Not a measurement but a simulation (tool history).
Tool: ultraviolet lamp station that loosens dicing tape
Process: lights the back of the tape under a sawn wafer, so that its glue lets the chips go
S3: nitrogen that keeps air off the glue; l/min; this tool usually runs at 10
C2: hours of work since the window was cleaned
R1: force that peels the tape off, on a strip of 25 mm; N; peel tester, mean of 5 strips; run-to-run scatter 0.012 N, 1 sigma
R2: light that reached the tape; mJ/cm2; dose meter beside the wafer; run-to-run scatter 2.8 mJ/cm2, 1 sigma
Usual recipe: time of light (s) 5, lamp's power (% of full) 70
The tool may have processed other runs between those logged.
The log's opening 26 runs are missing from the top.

Run 27, hour 861.8: usual settings but time of light (s) 6, lamp's power (% of full) 82, S3 9 l/min; hours of work of the lamp 1252; C2 355. Result: R1 0.543 N, R2 416 mJ/cm2.
Run 28, hour 890.7: usual settings but time of light (s) 6, lamp's power (% of full) 98, S3 14 l/min; hours of work of the lamp 1270; C2 374. Result: R1 0.331 N, R2 491 mJ/cm2.
Run 29, hour 928.3: usual settings but time of light (s) 6, lamp's power (% of full) 98, S3 14 l/min; hours of work of the lamp 1295; C2 399. Result: R1 0.324 N, R2 483 mJ/cm2.
Run 30, hour 954.6: usual settings but time of light (s) 6, lamp's power (% of full) 98, S3 14 l/min; hours of work of the lamp 1312; C2 416. Result: R1 0.341 N, R2 486 mJ/cm2.
Run 31, hour 973.8: usual settings but time of light (s) 3, lamp's power (% of full) 87, S3 4 l/min; hours of work of the lamp 1324; C2 428. Result: R1 1.682 N, R2 214 mJ/cm2.
Run 32, hour 999.0: usual settings but time of light (s) 3, lamp's power (% of full) 87, S3 4 l/min; hours of work of the lamp 1341; C2 445. Result: R1 1.730 N, R2 212 mJ/cm2.
Run 33, hour 1041.3: usual settings but time of light (s) 7, lamp's power (% of full) 91; hours of work of the lamp 1368; C2 472. Result: R1 0.372 N, R2 508 mJ/cm2.
Run 34, hour 1081.8: usual settings but time of light (s) 6; hours of work of the lamp 1395; C2 499. Result: R1 0.680 N, R2 332 mJ/cm2.
Run 35, hour 1127.4: usual settings but time of light (s) 7, lamp's power (% of full) 88, S3 17 l/min; hours of work of the lamp 1424; C2 528. Result: R1 0.333 N, R2 480 mJ/cm2.
Run 36, hour 1155.2: usual settings but lamp's power (% of full) 62; hours of work of the lamp 1442; C2 546. Result: R1 1.020 N, R2 239 mJ/cm2.
Run 37, hour 1180.8: usual settings but time of light (s) 2, lamp's power (% of full) 95, S3 7 l/min; hours of work of the lamp 1459; C2 563. Result: R1 1.784 N, R2 147 mJ/cm2.
At hour 1196.2: window cleaned of glue's vapour.
At hour 1202.3: lamp changed.
Run 38, hour 1209.6: usual settings but time of light (s) 4, lamp's power (% of full) 75, S3 4 l/min; hours of work of the lamp 5; C2 8. Result: R1 1.085 N, R2 336 mJ/cm2.
Run 39, hour 1240.6: usual settings but time of light (s) 4, lamp's power (% of full) 75, S3 4 l/min; hours of work of the lamp 25; C2 28. Result: R1 1.124 N, R2 332 mJ/cm2.
Run 40, hour 1275.9: usual settings but time of light (s) 4, lamp's power (% of full) 75, S3 4 l/min; hours of work of the lamp 48; C2 51. Result: R1 1.125 N, R2 335 mJ/cm2.
Run 41, hour 1306.6: usual settings but lamp's power (% of full) 95, S3 6 l/min; hours of work of the lamp 68; C2 71. Result: R1 0.513 N, R2 518 mJ/cm2.
Run 42, hour 1335.8: usual settings but lamp's power (% of full) 95, S3 6 l/min; hours of work of the lamp 87; C2 90. Result: R1 0.493 N, R2 522 mJ/cm2.
Run 43, hour 1377.4: usual settings but time of light (s) 9, S3 11 l/min; hours of work of the lamp 114; C2 117. Result: R1 0.256 N, R2 674 mJ/cm2.

4 ways to go on from here, each from the tool as it stands after run 43. What would each give?
Run A, hour 1413.2: usual settings but time of light (s) 9, S3 13 l/min; hours of work of the lamp 137; C2 140. Result: R1 ?, R2 ?.
Run B, hour 1413.2: usual settings but time of light (s) 9, lamp's power (% of full) 62, S3 14 l/min; hours of work of the lamp 137; C2 140. Result: R1 ?, R2 ?.
Run C, hour 1413.2: usual settings but S3 4 l/min; hours of work of the lamp 137; C2 140. Result: R1 ?, R2 ?.
Run D, hour 1413.2: usual settings but time of light (s) 3, lamp's power (% of full) 84, S3 3 l/min; hours of work of the lamp 137; C2 140. Result: R1 ?, R2 ?.

run     R1   R2
  A  0.243  668
  B  0.272  602
  C  0.996  377
  D  1.537  268
What these runs would have given with no unlogged condition in the tool:
run     R1   R2
  A  0.231  716
  B  0.255  645
  C  0.919  404
  D  1.453  288

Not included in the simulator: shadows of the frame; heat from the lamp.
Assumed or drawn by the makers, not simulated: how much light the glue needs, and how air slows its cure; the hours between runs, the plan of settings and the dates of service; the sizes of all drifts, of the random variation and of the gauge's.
